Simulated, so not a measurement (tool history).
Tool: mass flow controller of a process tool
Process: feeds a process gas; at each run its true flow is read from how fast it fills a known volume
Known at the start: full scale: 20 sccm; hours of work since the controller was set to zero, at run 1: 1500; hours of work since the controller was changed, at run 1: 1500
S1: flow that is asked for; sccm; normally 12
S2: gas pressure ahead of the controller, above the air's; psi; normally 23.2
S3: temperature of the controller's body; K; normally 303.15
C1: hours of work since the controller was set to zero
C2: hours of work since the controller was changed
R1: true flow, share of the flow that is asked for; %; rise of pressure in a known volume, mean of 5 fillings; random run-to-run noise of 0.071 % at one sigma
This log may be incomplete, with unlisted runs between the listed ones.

run 1 hour=0 | S1=12 S2=23.2 S3=303.15 | C1=1500 C2=1500 | R1=100
run 2 hour=119.2 | S1=12 S2=23.2 S3=303.15 | C1=1540 C2=1540 | R1=100.09
run 3 hour=225 | S1=14 S2=23.2 S3=303.15 | C1=1576 C2=1576 | R1=100.12
run 4 hour=329.5 | S1=14 S2=23.2 S3=303.15 | C1=1611 C2=1611 | R1=100.04
run 5 hour=463.1 | S1=14 S2=23.2 S3=303.15 | C1=1656 C2=1656 | R1=99.91
run 6 hour=568.6 | S1=14 S2=23.2 S3=303.15 | C1=1692 C2=1692 | R1=99.96
run 7 hour=665.2 | S1=14 S2=23.2 S3=303.15 | C1=1725 C2=1725 | R1=99.8
run 8 hour=786.8 | S1=14 S2=23.2 S3=303.15 | C1=1766 C2=1766 | R1=99.66
run 9 hour=898 | S1=12 S2=35.1 S3=303.15 | C1=1804 C2=1804 | R1=98.9
run 10 hour=993.6 | S1=12 S2=35.1 S3=303.15 | C1=1836 C2=1836 | R1=98.87
run 11 hour=1093.4 | S1=12 S2=23.2 S3=303.15 | C1=1870 C2=1870 | R1=99.38
run 12 hour=1155.7 | S1=12 S2=23.2 S3=303.15 | C1=1891 C2=1891 | R1=99.28
run 13 hour=1225.7 | S1=12 S2=23.2 S3=303.15 | C1=1914 C2=1914 | R1=99.2
run 14 hour=1317.9 | S1=12 S2=23.2 S3=303.15 | C1=1946 C2=1946 | R1=99.09
run 15 hour=1373.5 | S1=12 S2=23.2 S3=303.15 | C1=1964 C2=1964 | R1=99.02
run 16 hour=1500.7 | S1=5 S2=39.9 S3=298.15 | C1=2007 C2=2007 | R1=97.41
run 17 hour=1574.9 | S1=5 S2=22.9 S3=298.15 | C1=2032 C2=2032 | R1=97.95
run 18 hour=1635.5 | S1=5 S2=22.9 S3=298.15 | C1=2053 C2=2053 | R1=98.14
run 19 hour=1755 | S1=2 S2=25.4 S3=299.15 | C1=2093 C2=2093 | R1=97.82
run 20 hour=1848.5 | S1=2 S2=25.4 S3=299.15 | C1=2125 C2=2125 | R1=97.67
run 21 hour=1942 | S1=14 S2=23.2 S3=303.15 | C1=2157 C2=2157 | R1=98.72
run 22 hour=2018.3 | S1=14 S2=23.2 S3=303.15 | C1=2182 C2=2182 | R1=98.67
run 23 hour=2133.8 | S1=14 S2=23.2 S3=303.15 | C1=2222 C2=2222 | R1=98.57
run 24 hour=2216.3 | S1=14 S2=23.2 S3=303.15 | C1=2249 C2=2249 | R1=98.49

3 ways to go on from here, each from the tool as it stands after run 24. What would each give?
run A hour=2302.2 | S1=9 S2=39.9 S3=310.15 | C1=2279 C2=2279 | R1=?
run B hour=2302.2 | S1=5 S2=25.7 S3=303.15 | C1=2279 C2=2279 | R1=?
run C hour=2302.2 | S1=12 S2=20.6 S3=293.15 | C1=2279 C2=2279 | R1=?

run=A R1=98.04
run=B R1=97.87
run=C R1=97.7
Without the tool's hidden state the same runs would have given:
run=A R1=99.79
run=B R1=99.62
run=C R1=99.45
